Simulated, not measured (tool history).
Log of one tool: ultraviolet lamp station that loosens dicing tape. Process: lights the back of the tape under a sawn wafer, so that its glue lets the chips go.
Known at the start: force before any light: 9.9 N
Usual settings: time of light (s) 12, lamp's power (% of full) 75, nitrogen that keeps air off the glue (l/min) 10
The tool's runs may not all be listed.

| run | day | time of light (s) | lamp's power (% of full) | nitrogen that keeps air off the glue (l/min) | force that peels the tape off (N) | light that reached the tape (mJ/cm2) |
|---|---|---|---|---|---|---|
| 1 | 0.000 | 12 | 75 | 10 | 0.956 | 355 |
| 2 | 1.242 | 12 | 75 | 10 | 0.957 | 349 |
| 3 | 2.896 | 23 | 75 | 10 | 0.215 | 651 |
| 4 | 3.892 | 23 | 75 | 10 | 0.224 | 648 |
| 5 | 5.712 | 23 | 75 | 10 | 0.206 | 640 |
| 6 | 7.538 | 23 | 75 | 10 | 0.244 | 635 |
| 7 | 8.783 | 12 | 75 | 10 | 1.086 | 328 |
| 8 | 9.838 | 12 | 75 | 10 | 1.155 | 322 |
| 9 | 10.892 | 12 | 75 | 10 | 1.148 | 319 |
| 10 | 12.521 | 12 | 75 | 10 | 1.178 | 312 |
| 11 | 14.133 | 20 | 75 | 10 | 0.368 | 520 |
| 12 | 15.021 | 20 | 75 | 10 | 0.373 | 512 |
| 13 | 16.292 | 12 | 75 | 10 | 1.240 | 304 |
|  | 17.433 | window cleaned of glue's vapour |
| 14 | 17.904 | 12 | 75 | 10 | 1.540 | 270 |
| 15 | 18.896 | 11 | 75 | 10 | 1.863 | 244 |
| 16 | 20.379 | 12 | 75 | 3 | 3.330 | 261 |
| 17 | 21.212 | 12 | 60 | 3 | 3.991 | 209 |
| 18 | 22.479 | 12 | 75 | 10 | 1.745 | 258 |
| 19 | 23.421 | 12 | 75 | 10 | 1.824 | 254 |
| 20 | 25.233 | 8 | 75 | 10 | 3.153 | 167 |
| 21 | 26.446 | 8 | 75 | 10 | 3.165 | 164 |
| 22 | 27.479 | 12 | 61 | 13 | 2.226 | 200 |
| 23 | 28.512 | 12 | 61 | 13 | 2.285 | 198 |
|  | 29.279 | window cleaned of glue's vapour, once more |
| 24 | 30.175 | 23 | 61 | 8 | 0.399 | 544 |
| 25 | 31.729 | 23 | 61 | 8 | 0.434 | 535 |
| 26 | 33.275 | 11 | 96 | 10 | 0.734 | 403 |
| 27 | 34.979 | 24 | 73 | 10 | 0.225 | 656 |
| 28 | 36.133 | 24 | 73 | 10 | 0.228 | 640 |
| 29 | 37.288 | 9 | 85 | 10 | 1.518 | 276 |
| 30 | 38.854 | 9 | 85 | 10 | 1.529 | 277 |
| 31 | 40.158 | 12 | 92 | 11 | 0.663 | 394 |
| 32 | 41.925 | 12 | 63 | 16 | 1.207 | 266 |
| 33 | 43.358 | 12 | 92 | 10 | 0.761 | 385 |
| 34 | 44.688 | 13 | 97 | 16 | 0.375 | 436 |
| 35 | 46.342 | 13 | 97 | 16 | 0.413 | 432 |
| 36 | 48.208 | 13 | 97 | 16 | 0.419 | 425 |
| 37 | 49.975 | 14 | 63 | 9 | 1.458 | 295 |
| 38 | 50.962 | 14 | 70 | 9 | 1.290 | 327 |
| 39 | 52.650 | 13 | 70 | 6 | 1.916 | 295 |
| 40 | 53.821 | 10 | 80 | 5 | 2.684 | 254 |
| 41 | 55.433 | 10 | 80 | 5 | 2.628 | 249 |
| 42 | 57.329 | 10 | 80 | 5 | 2.808 | 247 |

Hidden state or all else? Some run-to-run changes of force that peels the tape off (N), split into what the settings, what came in and random variation would give without the hidden state, and what is left for the hidden state (with any gauge scatter that isn't in both results):
The hidden state here: lamp's light, % of a new lamp's; light that the window lets through, % of a clean one's; drift of the gauge itself on peel_n, %; drift of the gauge itself on dose_mj_cm2, %.
Run 15 -> 16: time of light (s) 11 -> 12, nitrogen that keeps air off the glue (l/min) 10 -> 3. force that peels the tape off (N) +1.467: hidden state +0.419, all else +1.048.
Run 17 -> 18: lamp's power (% of full) 60 -> 75, nitrogen that keeps air off the glue (l/min) 3 -> 10. force that peels the tape off (N) -2.246: hidden state -0.442, all else -1.804.
Run 23 -> 24: time of light (s) 12 -> 23, nitrogen that keeps air off the glue (l/min) 13 -> 8, window cleaned of glue's vapour, once more. force that peels the tape off (N) -1.886: hidden state -1.230, all else -0.656.
Run 36 -> 37: time of light (s) 13 -> 14, lamp's power (% of full) 97 -> 63, nitrogen that keeps air off the glue (l/min) 16 -> 9. force that peels the tape off (N) +1.039: hidden state +0.446, all else +0.593.
